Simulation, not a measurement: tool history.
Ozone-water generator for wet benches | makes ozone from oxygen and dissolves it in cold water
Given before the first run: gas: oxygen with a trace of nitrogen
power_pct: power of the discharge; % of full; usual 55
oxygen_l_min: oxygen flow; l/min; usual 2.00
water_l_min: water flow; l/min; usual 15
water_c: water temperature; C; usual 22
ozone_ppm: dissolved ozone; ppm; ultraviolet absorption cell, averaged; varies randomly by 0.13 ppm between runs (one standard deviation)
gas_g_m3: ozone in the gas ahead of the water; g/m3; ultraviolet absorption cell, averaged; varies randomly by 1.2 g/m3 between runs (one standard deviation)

| run | hour | power_pct | oxygen_l_min | water_l_min | water_c | ozone_ppm | gas_g_m3 |
|---|---|---|---|---|---|---|---|
| 1 | 0.0 | 55 | 2.00 | 15 | 22 | 13.8 | 191.1 |
| 2 | 217.1 | 55 | 2.00 | 15 | 22 | 13.6 | 193.3 |
| 3 | 400.1 | 55 | 2.23 | 15 | 22 | 14.2 | 184.5 |
| 4 | 607.6 | 55 | 2.23 | 15 | 22 | 13.9 | 185.0 |
| 5 | 810.7 | 55 | 2.23 | 15 | 22 | 14.0 | 184.3 |
| 6 | 920.8 | 55 | 2.23 | 15 | 22 | 14.0 | 184.5 |
| 7 | 1094.1 | 55 | 2.00 | 15 | 22 | 13.2 | 189.5 |
| 8 | 1197.1 | 55 | 2.00 | 15 | 22 | 13.3 | 190.0 |
| 9 | 1375.2 | 55 | 2.00 | 15 | 22 | 13.3 | 188.4 |
| 10 | 1545.1 | 55 | 2.00 | 15 | 22 | 13.1 | 187.6 |
| 11 | 1754.1 | 55 | 2.00 | 18 | 22 | 10.9 | 188.2 |
| 12 | 1872.9 | 55 | 2.67 | 15 | 22 | 14.6 | 171.9 |
| 13 | 2041.6 | 55 | 2.00 | 14 | 22 | 14.1 | 187.4 |
| 14 | 2207.8 | 55 | 2.00 | 14 | 22 | 13.8 | 184.9 |
| 15 | 2307.9 | 55 | 2.00 | 19 | 22 | 10.1 | 186.2 |
| 16 | 2408.0 | 55 | 2.00 | 19 | 22 | 9.9 | 186.3 |
| 17 | 2557.1 | 55 | 2.33 | 15 | 22 | 13.7 | 175.3 |
| 18 | 2704.9 | 55 | 2.00 | 15 | 24 | 12.7 | 184.1 |
| 19 | 2925.0 | 55 | 2.79 | 15 | 22 | 14.3 | 167.8 |
|  | 2987.1 | water thermometer calibrated |
| 20 | 3107.7 | 55 | 2.79 | 15 | 22 | 14.6 | 169.0 |
| 21 | 3293.2 | 55 | 2.73 | 17 | 21 | 13.1 | 167.9 |
| 22 | 3393.4 | 73 | 2.78 | 17 | 27 | 13.6 | 190.1 |
| 23 | 3505.5 | 96 | 2.78 | 17 | 26 | 15.9 | 214.8 |
| 24 | 3701.2 | 64 | 2.00 | 15 | 26 | 13.1 | 197.8 |
| 25 | 3878.1 | 64 | 2.00 | 15 | 26 | 13.0 | 194.7 |
| 26 | 4005.0 | 55 | 1.21 | 15 | 18 | 10.6 | 211.7 |

What does the tool deliver on the next run?
| 27 | 4209.9 | 43 | 2.00 | 15 | 22 | ? | ? |

{"run 27": {"ozone_ppm": 11.2, "gas_g_m3": 162.4}}
The same run, on a tool lacking any hidden state, would have yielded ozone_ppm 13.1 ppm, gas_g_m3 185.0 g/m3.

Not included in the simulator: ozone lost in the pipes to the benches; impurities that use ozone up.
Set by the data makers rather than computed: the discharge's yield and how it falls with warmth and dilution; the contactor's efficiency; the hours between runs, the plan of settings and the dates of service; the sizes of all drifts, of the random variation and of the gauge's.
